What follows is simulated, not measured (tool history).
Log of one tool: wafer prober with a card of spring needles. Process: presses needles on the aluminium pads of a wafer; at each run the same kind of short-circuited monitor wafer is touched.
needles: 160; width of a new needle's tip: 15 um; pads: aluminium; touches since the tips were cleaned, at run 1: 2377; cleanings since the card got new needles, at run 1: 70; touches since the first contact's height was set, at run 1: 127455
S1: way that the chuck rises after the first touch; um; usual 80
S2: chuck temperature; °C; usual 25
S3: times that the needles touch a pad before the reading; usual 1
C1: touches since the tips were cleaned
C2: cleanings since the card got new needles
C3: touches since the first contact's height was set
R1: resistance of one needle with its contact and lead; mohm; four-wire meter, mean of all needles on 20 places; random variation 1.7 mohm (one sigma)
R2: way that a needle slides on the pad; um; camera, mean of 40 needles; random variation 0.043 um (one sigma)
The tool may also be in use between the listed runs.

run,hour,S1,S2,S3,C1,C2,C3,R1,R2
1,0,80,25,1,2377,70,127455,206,16.66
# hour 3.8: tips cleaned on abrasive film
# hour 11.4: tips cleaned on abrasive film
# hour 19: tips cleaned on abrasive film
# hour 28.4: tips cleaned on abrasive film
# hour 37.9: tips cleaned on abrasive film
# hour 45.5: tips cleaned on abrasive film
2,46.3,80,25,1,459,76,153351,187,16.59
# hour 53.8: tips cleaned on abrasive film
# hour 61.4: tips cleaned on abrasive film
# hour 69: tips cleaned on abrasive film
# hour 76.6: tips cleaned on abrasive film
# hour 84.2: tips cleaned on abrasive film
# hour 93.6: tips cleaned on abrasive film
# hour 101.2: tips cleaned on abrasive film
3,106.7,80,25,1,3145,83,187235,209,16.52
# hour 110.6: tips cleaned on abrasive film
# hour 110.9: height of the first contact set anew
# hour 120.3: tips cleaned on abrasive film
# hour 127.9: tips cleaned on abrasive film
# hour 135.5: tips cleaned on abrasive film
# hour 143: tips cleaned on abrasive film
# hour 150.6: tips cleaned on abrasive film
# hour 160.1: tips cleaned on abrasive film
# hour 167.6: tips cleaned on abrasive film
4,168.1,80,25,1,261,91,32061,185,16.8
# hour 175.7: tips cleaned on abrasive film
# hour 183.3: tips cleaned on abrasive film
# hour 190.8: tips cleaned on abrasive film
# hour 200.3: tips cleaned on abrasive film
# hour 209.7: tips cleaned on abrasive film
5,212.5,80,25,1,1574,96,56958,201,16.74
# hour 218.2: tips cleaned on abrasive film
# hour 225.8: tips cleaned on abrasive film
# hour 233.4: tips cleaned on abrasive film
# hour 240.9: tips cleaned on abrasive film
# hour 248.5: tips cleaned on abrasive film
# hour 258: tips cleaned on abrasive film
# hour 265.6: tips cleaned on abrasive film
# hour 273.1: tips cleaned on abrasive film
# hour 280.7: tips cleaned on abrasive film
6,280.9,67,25,1,91,105,95209,187,13.98
# hour 288.5: tips cleaned on abrasive film
# hour 296: tips cleaned on abrasive film
# hour 303.6: tips cleaned on abrasive film
# hour 313.1: tips cleaned on abrasive film
# hour 320.6: tips cleaned on abrasive film
7,321.8,94,51,1,642,110,118121,190,19.65
# hour 329.3: tips cleaned on abrasive film
# hour 336.9: tips cleaned on abrasive film
# hour 344.5: tips cleaned on abrasive film
# hour 352.1: tips cleaned on abrasive film
# hour 359.7: tips cleaned on abrasive film
# hour 369.1: tips cleaned on abrasive film
# hour 376.7: tips cleaned on abrasive film
# hour 384.3: tips cleaned on abrasive film
# hour 391.8: tips cleaned on abrasive film
8,396.7,69,25,2,2781,119,160121,203,14.24
# hour 400.6: tips cleaned on abrasive film
# hour 408.2: tips cleaned on abrasive film
# hour 417.6: tips cleaned on abrasive film
# hour 425.2: tips cleaned on abrasive film
# hour 432.8: tips cleaned on abrasive film
# hour 440.3: tips cleaned on abrasive film
# hour 447.9: tips cleaned on abrasive film
# hour 450.1: height of the first contact set anew
9,451.5,69,25,2,1889,126,830,197,14.56
# hour 457.2: tips cleaned on abrasive film
# hour 464.8: tips cleaned on abrasive film
# hour 472.4: tips cleaned on abrasive film
# hour 480: tips cleaned on abrasive film
# hour 487.6: tips cleaned on abrasive film
10,490.3,80,51,1,1571,131,22541,204,16.96
# hour 496: tips cleaned on abrasive film
# hour 503.6: tips cleaned on abrasive film
# hour 511.2: tips cleaned on abrasive film
# hour 518.8: tips cleaned on abrasive film
# hour 528.2: tips cleaned on abrasive film
# hour 537.7: tips cleaned on abrasive film
11,542.5,80,51,1,2752,137,51792,210,16.78
# hour 546.3: tips cleaned on abrasive film
# hour 553.9: tips cleaned on abrasive film
# hour 563.4: tips cleaned on abrasive film
# hour 572.8: tips cleaned on abrasive film
# hour 580.4: tips cleaned on abrasive film
12,583.9,75,25,1,1996,142,74987,207,15.72

Forecast each of these 4 alternatives for the next run:
# hour 589.6: tips cleaned on abrasive film
# hour 597.2: tips cleaned on abrasive film
# hour 606.6: tips cleaned on abrasive film
# hour 616.1: tips cleaned on abrasive film
# hour 623.7: tips cleaned on abrasive film
# hour 633.1: tips cleaned on abrasive film
A,639.3,61,90,1,3500,148,106047,?,?
# hour 589.6: tips cleaned on abrasive film
# hour 597.2: tips cleaned on abrasive film
# hour 606.6: tips cleaned on abrasive film
# hour 616.1: tips cleaned on abrasive film
# hour 623.7: tips cleaned on abrasive film
# hour 633.1: tips cleaned on abrasive film
B,639.3,82,116,3,3500,148,106047,?,?
# hour 589.6: tips cleaned on abrasive film
# hour 597.2: tips cleaned on abrasive film
# hour 606.6: tips cleaned on abrasive film
# hour 616.1: tips cleaned on abrasive film
# hour 623.7: tips cleaned on abrasive film
# hour 633.1: tips cleaned on abrasive film
C,639.3,80,25,2,3500,148,106047,?,?
# hour 589.6: tips cleaned on abrasive film
# hour 597.2: tips cleaned on abrasive film
# hour 606.6: tips cleaned on abrasive film
# hour 616.1: tips cleaned on abrasive film
# hour 623.7: tips cleaned on abrasive film
# hour 633.1: tips cleaned on abrasive film
D,639.3,75,27,1,3500,148,106047,?,?

run,R1,R2
A,240,12.7
B,207,17.17
C,197,16.66
D,216,15.62
Without the tool's hidden state the same runs would have given:
run,R1,R2
A,192,12.89
B,196,17.37
C,176,16.85
D,177,15.82

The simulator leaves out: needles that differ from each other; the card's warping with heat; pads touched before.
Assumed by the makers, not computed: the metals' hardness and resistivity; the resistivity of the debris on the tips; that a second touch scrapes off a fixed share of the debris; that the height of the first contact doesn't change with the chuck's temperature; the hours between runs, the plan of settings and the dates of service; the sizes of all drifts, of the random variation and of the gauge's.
